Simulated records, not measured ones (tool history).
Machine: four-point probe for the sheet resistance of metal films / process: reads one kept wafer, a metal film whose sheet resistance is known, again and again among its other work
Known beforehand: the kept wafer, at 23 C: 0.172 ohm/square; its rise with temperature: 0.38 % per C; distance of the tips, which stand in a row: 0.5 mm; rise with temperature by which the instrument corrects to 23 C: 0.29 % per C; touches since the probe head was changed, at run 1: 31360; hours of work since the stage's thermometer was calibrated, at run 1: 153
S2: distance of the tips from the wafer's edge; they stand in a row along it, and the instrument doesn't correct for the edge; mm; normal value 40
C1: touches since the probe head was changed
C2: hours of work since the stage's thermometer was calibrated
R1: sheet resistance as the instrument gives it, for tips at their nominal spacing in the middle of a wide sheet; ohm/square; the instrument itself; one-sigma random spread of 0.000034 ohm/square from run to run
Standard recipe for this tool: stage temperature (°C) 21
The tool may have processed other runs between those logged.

run 1 hour=0.0 | stage_temperature_(°C)=21 S2=40 | C1=31360 C2=153 | R1=0.171350
run 2 hour=12.7 | stage_temperature_(°C)=21 S2=40 | C1=31706 C2=159 | R1=0.171333
run 3 hour=23.3 | stage_temperature_(°C)=21 S2=25 | C1=31991 C2=164 | R1=0.171357
run 4 hour=40.1 | stage_temperature_(°C)=18 S2=40 | C1=32448 C2=172 | R1=0.170824
run 5 hour=62.4 | stage_temperature_(°C)=20 S2=40 | C1=33052 C2=183 | R1=0.171140
run 6 hour=79.6 | stage_temperature_(°C)=20 S2=40 | C1=33518 C2=191 | R1=0.171115
-- hour=81.7 stage's thermometer calibrated
run 7 hour=92.1 | stage_temperature_(°C)=21 S2=16 | C1=33843 C2=5 | R1=0.171361

What does the tool deliver on the next run?
run 8 hour=114.4 | stage_temperature_(°C)=31 S2=10 | C1=34449 C2=16 | R1=?

R1: 0.173015 ohm/square
The same run, on a tool lacking any hidden state, would have yielded R1 0.173424 ohm/square.
